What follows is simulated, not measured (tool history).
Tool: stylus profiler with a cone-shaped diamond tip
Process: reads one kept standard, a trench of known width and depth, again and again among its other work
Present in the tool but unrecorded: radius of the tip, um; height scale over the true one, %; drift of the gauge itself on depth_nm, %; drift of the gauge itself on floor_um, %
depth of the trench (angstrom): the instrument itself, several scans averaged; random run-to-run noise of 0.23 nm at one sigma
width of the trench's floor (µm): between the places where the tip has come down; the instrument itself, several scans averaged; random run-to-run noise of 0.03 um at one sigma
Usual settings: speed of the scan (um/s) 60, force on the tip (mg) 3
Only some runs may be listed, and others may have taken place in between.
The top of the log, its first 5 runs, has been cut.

run	hour	speed of the scan (um/s)	force on the tip (mg)	scans with this tip	hours of work since the height scale was calibrated	depth of the trench (angstrom)	width of the trench's floor (µm)
6	73.3	60	2.9	822	118	10153.1	96.33
7	87.8	60	3	889	128	10159.6	96.34
8	104.6	60	3	967	139	10154.7	96.33
9	123.1	60	3	1053	152	10156.5	96.4
10	139.7	60	3	1130	163	10161.7	96.32
11	159.7	60	3	1223	176	10155.7	96.33
12	183.5	60	3	1333	192	10157.9	96.32
13	202.9	129	3	1424	205	10158.5	96.15
14	224.1	60	2.46	1522	219	10142.3	96.28
15	242.2	60	2.46	1606	232	10139.8	96.3
16	261.3	60	2.46	1695	244	10141	96.38
17	272	60	2.46	1745	252	10141.7	96.27
18	290.6	19	2.46	1831	264	10138.1	96.49
19	307.8	19	5.45	1911	275	10232.1	96.49
20	330.8	220	5.55	2018	291	10236.3	95.99
21	340.8	26	2.12	2065	298	10127.9	96.48
22	354.1	24	1.07	2127	306	10077.3	96.4
23	374.8	24	1.07	2222	320	10076.1	96.4
24	386.1	149	3.24	2275	328	10172.5	96.05
25	404	165	8	2358	340	10303.6	96.18
26	417.9	177	7.15	2423	349	10282.5	96.08
27	438.4	36	2.27	2518	363	10129	96.38
28	451.3	36	2.27	2578	372	10132.3	96.37
29	471.2	24	1.19	2670	385	10082.4	96.4
30	488.6	86	1.77	2751	396	10110.7	96.11

Expected results for the next run?
31	508.3	86	1.77	2843	410	?	?

{"run 31": {"depth of the trench (angstrom)": 10109.9, "width of the trench's floor (µm)": 96.11}}
With no hidden state in the tool, this same run would have given depth of the trench (angstrom) 10109.7, width of the trench's floor (µm) 96.12.
